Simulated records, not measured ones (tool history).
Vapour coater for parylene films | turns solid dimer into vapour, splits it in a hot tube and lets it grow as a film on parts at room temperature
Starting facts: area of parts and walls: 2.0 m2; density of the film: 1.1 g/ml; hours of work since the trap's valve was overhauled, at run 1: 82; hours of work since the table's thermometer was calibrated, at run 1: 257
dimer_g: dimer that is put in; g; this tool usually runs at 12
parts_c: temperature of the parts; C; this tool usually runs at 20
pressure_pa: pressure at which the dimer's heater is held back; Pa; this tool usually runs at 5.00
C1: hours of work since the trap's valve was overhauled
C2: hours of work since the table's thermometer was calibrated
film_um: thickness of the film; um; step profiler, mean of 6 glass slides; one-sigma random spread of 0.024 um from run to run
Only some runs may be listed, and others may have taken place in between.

{"run": 1, "hour": 0.0, "dimer_g": 12, "parts_c": 20, "pressure_pa": 5.0, "C1": 82, "C2": 257, "film_um": 4.1}
{"run": 2, "hour": 29.0, "dimer_g": 14, "parts_c": 20, "pressure_pa": 5.0, "C1": 105, "C2": 279, "film_um": 4.8}
{"run": 3, "hour": 66.9, "dimer_g": 14, "parts_c": 20, "pressure_pa": 5.0, "C1": 134, "C2": 308, "film_um": 4.75}
{"run": 4, "hour": 91.5, "dimer_g": 14, "parts_c": 20, "pressure_pa": 5.0, "C1": 153, "C2": 327, "film_um": 4.73}
{"run": 5, "hour": 113.7, "dimer_g": 12, "parts_c": 20, "pressure_pa": 5.0, "C1": 170, "C2": 344, "film_um": 4.08}
{"run": 6, "hour": 129.5, "dimer_g": 12, "parts_c": 20, "pressure_pa": 5.0, "C1": 182, "C2": 357, "film_um": 4.07}
{"run": 7, "hour": 151.3, "dimer_g": 12, "parts_c": 20, "pressure_pa": 5.0, "C1": 199, "C2": 373, "film_um": 4.0}
{"run": 8, "hour": 172.4, "dimer_g": 12, "parts_c": 20, "pressure_pa": 5.0, "C1": 215, "C2": 390, "film_um": 4.02}
{"run": 9, "hour": 207.2, "dimer_g": 12, "parts_c": 20, "pressure_pa": 3.25, "C1": 242, "C2": 416, "film_um": 4.23}
{"run": 10, "hour": 223.2, "dimer_g": 7, "parts_c": 24, "pressure_pa": 11.63, "C1": 254, "C2": 429, "film_um": 1.86}
{"hour": 229.7, "done": "trap's valve overhauled"}
{"run": 11, "hour": 260.7, "dimer_g": 17, "parts_c": 24, "pressure_pa": 11.63, "C1": 24, "C2": 455, "film_um": 4.42}
{"hour": 287.9, "done": "trap's valve overhauled, once more"}
{"run": 12, "hour": 289.1, "dimer_g": 14, "parts_c": 25, "pressure_pa": 9.43, "C1": 1, "C2": 473, "film_um": 3.78}
{"run": 13, "hour": 316.3, "dimer_g": 14, "parts_c": 25, "pressure_pa": 9.43, "C1": 22, "C2": 494, "film_um": 3.76}
{"run": 14, "hour": 332.8, "dimer_g": 10, "parts_c": 24, "pressure_pa": 6.26, "C1": 35, "C2": 507, "film_um": 2.92}
{"run": 15, "hour": 365.3, "dimer_g": 12, "parts_c": 20, "pressure_pa": 3.43, "C1": 60, "C2": 532, "film_um": 4.31}
{"run": 16, "hour": 382.1, "dimer_g": 12, "parts_c": 20, "pressure_pa": 3.35, "C1": 73, "C2": 545, "film_um": 4.31}

3 options for the next run, each taken on its own from the tool as it stands now. Forecast them:
{"run": "A", "hour": 412.9, "dimer_g": 7, "parts_c": 13, "pressure_pa": 4.22, "C1": 96, "C2": 569, "film_um": "?"}
{"run": "B", "hour": 412.9, "dimer_g": 21, "parts_c": 29, "pressure_pa": 3.35, "C1": 96, "C2": 569, "film_um": "?"}
{"run": "C", "hour": 412.9, "dimer_g": 12, "parts_c": 13, "pressure_pa": 3.35, "C1": 96, "C2": 569, "film_um": "?"}

run=A film_um=3.07
run=B film_um=5.35
run=C film_um=5.24
The same runs, with their run-to-run variation unchanged, on a tool lacking any hidden condition would have given:
run=A film_um=3.12
run=B film_um=5.39
run=C film_um=5.33
